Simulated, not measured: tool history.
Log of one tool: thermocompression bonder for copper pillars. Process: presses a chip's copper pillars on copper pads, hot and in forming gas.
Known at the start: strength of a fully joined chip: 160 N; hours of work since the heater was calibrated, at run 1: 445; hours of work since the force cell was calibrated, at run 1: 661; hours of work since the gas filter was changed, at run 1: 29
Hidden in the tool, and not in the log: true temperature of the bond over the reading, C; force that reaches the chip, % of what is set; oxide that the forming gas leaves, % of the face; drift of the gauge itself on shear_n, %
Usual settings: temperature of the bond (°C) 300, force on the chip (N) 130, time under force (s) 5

run,hour,temperature of the bond (°C),force on the chip (N),time under force (s),hours of work since the heater was calibrated,hours of work since the force cell was calibrated,hours of work since the gas filter was changed,force that shears a chip off (N)
1,0.0,300,130,5,445,661,29,110.1
2,20.3,300,130,5,456,672,40,108.3
3,41.9,300,130,5,467,683,51,107.5
# hour 46.3: heater calibrated with a thermocouple chip
4,67.7,300,130,5,11,696,64,109.1
5,92.2,300,130,11,24,709,77,126.0
6,113.5,313,130,5,36,720,88,116.4
7,130.5,313,130,5,45,729,97,113.8
8,152.1,313,130,5,56,740,109,113.6
9,187.9,304,80,4,75,759,128,67.2
# hour 212.8: heater calibrated with a thermocouple chip, once more
10,219.8,304,80,4,4,775,144,63.0
11,252.3,317,174,3,21,792,161,114.0

Forecast each of these 5 alternatives for the next run:
# hour 281.8: forming gas filter changed
A,287.6,270,166,14,39,811,3,?
# hour 281.8: forming gas filter changed
B,287.6,302,130,5,39,811,3,?
# hour 281.8: forming gas filter changed
C,287.6,300,152,5,39,811,3,?
# hour 281.8: forming gas filter changed
D,287.6,318,130,5,39,811,3,?
# hour 281.8: forming gas filter changed
E,287.6,317,183,5,39,811,3,?

run,force that shears a chip off (N)
A,126.0
B,109.9
C,119.6
D,122.3
E,142.5
Without the tool's hidden state the same runs would have given:
run,force that shears a chip off (N)
A,128.6
B,112.8
C,122.3
D,125.0
E,144.5
